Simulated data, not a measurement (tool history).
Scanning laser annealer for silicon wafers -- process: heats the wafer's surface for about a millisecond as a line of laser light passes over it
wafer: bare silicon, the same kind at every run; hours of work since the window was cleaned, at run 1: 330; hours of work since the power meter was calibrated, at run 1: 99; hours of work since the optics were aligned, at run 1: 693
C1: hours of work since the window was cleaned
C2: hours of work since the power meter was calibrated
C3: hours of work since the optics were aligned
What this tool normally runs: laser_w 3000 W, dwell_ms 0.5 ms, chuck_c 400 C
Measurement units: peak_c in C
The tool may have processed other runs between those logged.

Run 1, hour 0: usual settings; C1 330; C2 99; C3 693. Result: peak_c 1068 C.
Run 2, hour 9.5: usual settings but chuck_c 397 C; C1 338; C2 106; C3 700. Result: peak_c 1067 C.
At hour 12.7: window over the wafer cleaned.
Run 3, hour 18.5: usual settings but chuck_c 397 C; C1 5; C2 112; C3 706. Result: peak_c 1096 C.
Run 4, hour 26.7: usual settings but chuck_c 397 C; C1 11; C2 118; C3 712. Result: peak_c 1096 C.
Run 5, hour 32.9: usual settings but chuck_c 397 C; C1 16; C2 123; C3 717. Result: peak_c 1098 C.
Run 6, hour 37.6: usual settings but chuck_c 397 C; C1 20; C2 127; C3 721. Result: peak_c 1097 C.
Run 7, hour 45.7: usual settings but chuck_c 397 C; C1 26; C2 134; C3 727. Result: peak_c 1097 C.
Run 8, hour 50.4: usual settings but chuck_c 397 C; C1 30; C2 137; C3 731. Result: peak_c 1096 C.
Run 9, hour 55.4: usual settings but chuck_c 397 C; C1 34; C2 141; C3 735. Result: peak_c 1093 C.
Run 10, hour 64.1: usual settings but laser_w 2909 W, chuck_c 397 C; C1 41; C2 148; C3 742. Result: peak_c 1067 C.
Run 11, hour 68.1: usual settings but laser_w 2909 W, chuck_c 395 C; C1 44; C2 151; C3 745. Result: peak_c 1063 C.
Run 12, hour 73.9: usual settings but laser_w 2909 W, chuck_c 361 C; C1 48; C2 156; C3 750. Result: peak_c 1026 C.
Run 13, hour 82: usual settings but chuck_c 422 C; C1 55; C2 162; C3 756. Result: peak_c 1116 C.
Run 14, hour 91: usual settings but laser_w 2805 W, chuck_c 388 C; C1 62; C2 169; C3 763. Result: peak_c 1024 C.
Run 15, hour 95.5: usual settings but laser_w 2805 W, chuck_c 365 C; C1 66; C2 173; C3 767. Result: peak_c 999 C.
Run 16, hour 101.1: usual settings but laser_w 2806 W, dwell_ms 0.57 ms, chuck_c 365 C; C1 70; C2 177; C3 771. Result: peak_c 1050 C.
Run 17, hour 109.6: usual settings but laser_w 2806 W, dwell_ms 0.57 ms, chuck_c 365 C; C1 77; C2 184; C3 778. Result: peak_c 1052 C.
Run 18, hour 118.2: usual settings but laser_w 2901 W, dwell_ms 0.392 ms, chuck_c 365 C; C1 84; C2 191; C3 785. Result: peak_c 945 C.
Run 19, hour 127.5: usual settings but laser_w 2901 W, dwell_ms 0.392 ms, chuck_c 365 C; C1 91; C2 198; C3 792. Result: peak_c 943 C.
Run 20, hour 135.6: usual settings but laser_w 2603 W, dwell_ms 0.475 ms, chuck_c 375 C; C1 97; C2 205; C3 799. Result: peak_c 933 C.
Run 21, hour 139.4: usual settings but laser_w 3224 W, dwell_ms 0.377 ms, chuck_c 426 C; C1 100; C2 208; C3 802. Result: peak_c 1075 C.
Run 22, hour 145.5: usual settings but laser_w 3178 W, dwell_ms 0.435 ms, chuck_c 433 C; C1 105; C2 213; C3 806. Result: peak_c 1121 C.
Run 23, hour 153: usual settings but laser_w 2992 W, dwell_ms 0.38 ms, chuck_c 383 C; C1 111; C2 218; C3 812. Result: peak_c 975 C.
Run 24, hour 159.6: usual settings but laser_w 2627 W, chuck_c 367 C; C1 116; C2 224; C3 818. Result: peak_c 944 C.
Run 25, hour 164.9: usual settings but laser_w 2627 W, dwell_ms 0.371 ms, chuck_c 367 C; C1 121; C2 228; C3 822. Result: peak_c 856 C.

For each entry between runs, how does the tool's hidden state at the last listed run before it compare with that at the first listed run after it?
Between runs 2 and 3: window over the wafer cleaned (hour 12.7)
  light that passes the window, % of a clean one's: 96.05 -> 99.64; width of the line over the set one, %: 2.83 -> 2.85
  measured value less the no-hidden-state value, peak_c: -53 -> -20 C
